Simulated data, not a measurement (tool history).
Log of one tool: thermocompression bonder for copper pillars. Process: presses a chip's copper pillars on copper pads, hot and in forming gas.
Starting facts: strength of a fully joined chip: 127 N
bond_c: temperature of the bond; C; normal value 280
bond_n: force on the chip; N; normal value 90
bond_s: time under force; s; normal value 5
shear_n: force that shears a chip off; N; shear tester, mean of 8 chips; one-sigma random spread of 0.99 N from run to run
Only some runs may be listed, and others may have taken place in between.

Run 1, hour 0.0: usual settings. Result: shear_n 80.8 N.
Run 2, hour 77.1: usual settings. Result: shear_n 82.6 N.
Run 3, hour 118.7: usual settings. Result: shear_n 79.0 N.
Run 4, hour 174.4: usual settings but bond_n 103 N. Result: shear_n 84.2 N.
Run 5, hour 222.1: usual settings but bond_n 103 N. Result: shear_n 82.7 N.
Run 6, hour 288.4: usual settings but bond_n 103 N. Result: shear_n 82.1 N.
Run 7, hour 345.8: usual settings. Result: shear_n 76.4 N.
Run 8, hour 383.6: usual settings. Result: shear_n 76.1 N.
Run 9, hour 440.1: usual settings. Result: shear_n 76.8 N.
At hour 468.1: forming gas filter changed.
Run 10, hour 497.3: usual settings. Result: shear_n 80.2 N.
Run 11, hour 571.8: usual settings. Result: shear_n 77.9 N.
Run 12, hour 620.1: usual settings. Result: shear_n 78.4 N.
Run 13, hour 700.5: usual settings but bond_s 4 s. Result: shear_n 72.2 N.
Run 14, hour 769.6: usual settings but bond_s 4 s. Result: shear_n 69.5 N.
Run 15, hour 809.4: usual settings but bond_s 4 s. Result: shear_n 70.4 N.
Run 16, hour 869.8: usual settings but bond_c 254 C. Result: shear_n 49.3 N.
Run 17, hour 914.3: usual settings but bond_c 254 C. Result: shear_n 48.3 N.
At hour 956.3: forming gas filter changed.
Run 18, hour 956.3: usual settings but bond_n 58 N. Result: shear_n 68.3 N.
Run 19, hour 1010.3: usual settings. Result: shear_n 77.6 N.
Run 20, hour 1067.7: usual settings but bond_n 70 N, bond_s 7 s. Result: shear_n 76.3 N.
Run 21, hour 1123.8: usual settings but bond_n 93 N, bond_s 8 s. Result: shear_n 86.3 N.
Run 22, hour 1207.4: usual settings but bond_n 93 N. Result: shear_n 74.8 N.
Run 23, hour 1296.2: usual settings but bond_c 306 C, bond_n 117 N, bond_s 4 s. Result: shear_n 99.0 N.
Run 24, hour 1382.7: usual settings but bond_n 124 N, bond_s 3 s. Result: shear_n 69.4 N.
At hour 1442.9: forming gas filter changed.
Run 25, hour 1442.9: usual settings but bond_c 256 C, bond_n 70 N, bond_s 12 s. Result: shear_n 63.9 N.
Run 26, hour 1492.8: usual settings but bond_n 61 N, bond_s 14 s. Result: shear_n 88.9 N.
Run 27, hour 1558.2: usual settings but bond_n 61 N, bond_s 14 s. Result: shear_n 87.2 N.
Run 28, hour 1647.4: usual settings but bond_c 305 C, bond_n 89 N. Result: shear_n 94.8 N.
Run 29, hour 1699.5: usual settings but bond_c 286 C, bond_n 121 N, bond_s 4 s. Result: shear_n 79.6 N.
At hour 1736.5: heater calibrated with a thermocouple chip.
Run 30, hour 1790.3: usual settings but bond_c 306 C, bond_n 94 N. Result: shear_n 104.0 N.
Run 31, hour 1843.7: usual settings but bond_c 255 C, bond_n 87 N, bond_s 8 s. Result: shear_n 65.2 N.
Run 32, hour 1922.6: usual settings but bond_c 266 C, bond_n 78 N, bond_s 14 s. Result: shear_n 85.7 N.
At hour 1928.6: forming gas filter changed.
Run 33, hour 2004.2: usual settings but bond_n 104 N, bond_s 10 s. Result: shear_n 104.0 N.
Run 34, hour 2075.6: usual settings but bond_c 260 C, bond_s 4 s. Result: shear_n 59.7 N.
Run 35, hour 2126.7: usual settings but bond_c 272 C, bond_n 91 N. Result: shear_n 76.1 N.
Run 36, hour 2210.3: usual settings but bond_s 3 s. Result: shear_n 70.3 N.
Run 37, hour 2262.6: usual settings but bond_c 275 C, bond_s 11 s. Result: shear_n 93.8 N.
Run 38, hour 2301.9: usual settings but bond_n 131 N, bond_s 14 s. Result: shear_n 108.8 N.

Consider 5 possible next runs. They are alternatives, not a sequence: every one starts from the tool as it was left by run 38. What does each give?
Run A, hour 2390.4: usual settings but bond_c 257 C, bond_n 131 N, bond_s 14 s. Result: shear_n ?.
Run B, hour 2390.4: usual settings but bond_c 257 C, bond_n 71 N, bond_s 14 s. Result: shear_n ?.
Run C, hour 2390.4: usual settings but bond_c 281 C, bond_n 131 N, bond_s 14 s. Result: shear_n ?.
Run D, hour 2390.4: usual settings but bond_c 300 C, bond_n 65 N, bond_s 8 s. Result: shear_n ?.
Run E, hour 2390.4: usual settings but bond_c 266 C, bond_n 132 N, bond_s 4 s. Result: shear_n ?.

run  shear_n
  A     89.3
  B     71.2
  C    106.3
  D     98.2
  E     70.9
Without the tool's hidden state the same runs would have given:
run  shear_n
  A     96.9
  B     77.6
  C    114.8
  D    106.2
  E     77.2
